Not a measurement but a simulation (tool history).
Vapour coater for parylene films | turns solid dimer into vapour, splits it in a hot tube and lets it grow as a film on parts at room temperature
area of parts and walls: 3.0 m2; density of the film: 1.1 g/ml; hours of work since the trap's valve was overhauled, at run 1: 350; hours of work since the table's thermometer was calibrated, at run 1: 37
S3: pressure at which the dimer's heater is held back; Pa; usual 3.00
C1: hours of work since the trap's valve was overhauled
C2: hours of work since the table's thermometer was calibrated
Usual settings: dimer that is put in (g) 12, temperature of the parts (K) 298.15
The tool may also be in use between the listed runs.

{"run": 1, "day": 0.0, "dimer that is put in (g)": 12, "temperature of the parts (K)": 298.15, "S3": 3.0, "C1": 350, "C2": 37, "thickness of the film (um)": 2.67}
{"run": 2, "day": 0.404, "dimer that is put in (g)": 12, "temperature of the parts (K)": 298.15, "S3": 3.0, "C1": 357, "C2": 44, "thickness of the film (um)": 2.63}
{"run": 3, "day": 1.262, "dimer that is put in (g)": 12, "temperature of the parts (K)": 293.15, "S3": 3.0, "C1": 371, "C2": 57, "thickness of the film (um)": 3.37}
{"run": 4, "day": 2.042, "dimer that is put in (g)": 12, "temperature of the parts (K)": 293.15, "S3": 3.0, "C1": 383, "C2": 70, "thickness of the film (um)": 3.31}
{"run": 5, "day": 2.638, "dimer that is put in (g)": 12, "temperature of the parts (K)": 293.15, "S3": 3.0, "C1": 392, "C2": 79, "thickness of the film (um)": 3.33}
{"run": 6, "day": 3.442, "dimer that is put in (g)": 12, "temperature of the parts (K)": 293.15, "S3": 3.0, "C1": 405, "C2": 92, "thickness of the film (um)": 3.4}
{"run": 7, "day": 4.254, "dimer that is put in (g)": 12, "temperature of the parts (K)": 293.15, "S3": 3.0, "C1": 418, "C2": 105, "thickness of the film (um)": 3.33}
{"run": 8, "day": 4.8, "dimer that is put in (g)": 12, "temperature of the parts (K)": 293.15, "S3": 3.0, "C1": 427, "C2": 113, "thickness of the film (um)": 3.38}
{"run": 9, "day": 5.633, "dimer that is put in (g)": 12, "temperature of the parts (K)": 293.15, "S3": 3.0, "C1": 440, "C2": 126, "thickness of the film (um)": 3.36}
{"run": 10, "day": 6.529, "dimer that is put in (g)": 12, "temperature of the parts (K)": 293.15, "S3": 3.0, "C1": 454, "C2": 141, "thickness of the film (um)": 3.35}
{"run": 11, "day": 7.217, "dimer that is put in (g)": 12, "temperature of the parts (K)": 293.15, "S3": 3.0, "C1": 465, "C2": 152, "thickness of the film (um)": 3.35}
{"run": 12, "day": 7.946, "dimer that is put in (g)": 6, "temperature of the parts (K)": 309.15, "S3": 3.0, "C1": 476, "C2": 163, "thickness of the film (um)": 0.8}
{"run": 13, "day": 8.667, "dimer that is put in (g)": 8, "temperature of the parts (K)": 293.15, "S3": 10.31, "C1": 488, "C2": 175, "thickness of the film (um)": 1.99}
{"run": 14, "day": 9.362, "dimer that is put in (g)": 8, "temperature of the parts (K)": 293.15, "S3": 10.31, "C1": 499, "C2": 186, "thickness of the film (um)": 1.96}
{"run": 15, "day": 10.104, "dimer that is put in (g)": 8, "temperature of the parts (K)": 293.15, "S3": 6.58, "C1": 511, "C2": 197, "thickness of the film (um)": 2.05}
{"run": 16, "day": 10.638, "dimer that is put in (g)": 14, "temperature of the parts (K)": 298.15, "S3": 4.01, "C1": 519, "C2": 206, "thickness of the film (um)": 3.0}
{"run": 17, "day": 11.225, "dimer that is put in (g)": 14, "temperature of the parts (K)": 298.15, "S3": 3.47, "C1": 528, "C2": 215, "thickness of the film (um)": 3.05}
{"run": 18, "day": 11.758, "dimer that is put in (g)": 14, "temperature of the parts (K)": 298.15, "S3": 3.47, "C1": 537, "C2": 224, "thickness of the film (um)": 3.05}
{"run": 19, "day": 12.362, "dimer that is put in (g)": 14, "temperature of the parts (K)": 290.15, "S3": 8.07, "C1": 546, "C2": 233, "thickness of the film (um)": 4.12}
{"run": 20, "day": 12.812, "dimer that is put in (g)": 14, "temperature of the parts (K)": 290.15, "S3": 8.07, "C1": 554, "C2": 240, "thickness of the film (um)": 4.08}
{"run": 21, "day": 13.475, "dimer that is put in (g)": 13, "temperature of the parts (K)": 303.15, "S3": 3.66, "C1": 564, "C2": 251, "thickness of the film (um)": 2.3}
{"run": 22, "day": 14.192, "dimer that is put in (g)": 13, "temperature of the parts (K)": 303.15, "S3": 3.66, "C1": 575, "C2": 262, "thickness of the film (um)": 2.23}

Forecast each of these 4 alternatives for the next run:
{"run": "A", "day": 14.967, "dimer that is put in (g)": 6, "temperature of the parts (K)": 299.15, "S3": 7.11, "C1": 588, "C2": 274, "thickness of the film (um)": "?"}
{"run": "B", "day": 14.967, "dimer that is put in (g)": 13, "temperature of the parts (K)": 302.15, "S3": 3.77, "C1": 588, "C2": 274, "thickness of the film (um)": "?"}
{"run": "C", "day": 14.967, "dimer that is put in (g)": 12, "temperature of the parts (K)": 298.15, "S3": 3.1, "C1": 588, "C2": 274, "thickness of the film (um)": "?"}
{"run": "D", "day": 14.967, "dimer that is put in (g)": 14, "temperature of the parts (K)": 309.15, "S3": 4.34, "C1": 588, "C2": 274, "thickness of the film (um)": "?"}

run=A thickness_of_the_film_(um)=1.20
run=B thickness_of_the_film_(um)=2.36
run=C thickness_of_the_film_(um)=2.62
run=D thickness_of_the_film_(um)=1.81
Without the tool's hidden state the same runs would have given:
run=A thickness_of_the_film_(um)=1.20
run=B thickness_of_the_film_(um)=2.37
run=C thickness_of_the_film_(um)=2.64
run=D thickness_of_the_film_(um)=1.82
